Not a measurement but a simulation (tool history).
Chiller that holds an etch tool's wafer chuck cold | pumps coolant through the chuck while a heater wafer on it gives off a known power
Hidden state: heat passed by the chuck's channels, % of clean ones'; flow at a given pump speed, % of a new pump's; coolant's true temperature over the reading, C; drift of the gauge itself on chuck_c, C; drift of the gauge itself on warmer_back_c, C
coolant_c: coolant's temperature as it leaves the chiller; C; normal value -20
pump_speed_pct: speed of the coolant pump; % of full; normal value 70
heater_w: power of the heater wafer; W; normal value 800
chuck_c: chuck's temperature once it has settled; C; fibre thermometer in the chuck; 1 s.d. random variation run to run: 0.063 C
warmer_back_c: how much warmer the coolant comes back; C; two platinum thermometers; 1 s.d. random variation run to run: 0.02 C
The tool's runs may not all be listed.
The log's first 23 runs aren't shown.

run	hour	coolant_c	pump_speed_pct	heater_w	hours since the coolant was changed and the channels were flushed	hours since the pump was overhauled	hours since the chiller's thermometer was calibrated	chuck_c	warmer_back_c
24	530.4	-20	70	878	4769	845	471	-11.95	4.15
25	544.9	-19	94	413	4784	860	485	-15.90	1.18
26	565.0	-12	94	890	4804	880	505	-5.49	2.91
27	579.2	-12	94	890	4818	894	519	-5.53	2.88
28	609.9	-18	63	800	4849	925	550	-10.02	4.17
29	642.8	-18	62	800	4881	958	583	-10.09	4.27
30	673.4	-18	62	800	4912	988	614	-10.03	4.24
# hour 680.2: gauge calibrated
31	691.6	-20	70	841	4930	1006	632	-12.21	4.20

Expected results for the next run?
32	720.0	-12	95	841	4959	1035	660	?	?

{"run 32": {"chuck_c": -5.91, "warmer_back_c": 2.98}}
Without the tool's hidden state the same run would have given chuck_c -5.92 C, warmer_back_c 3.01 C.
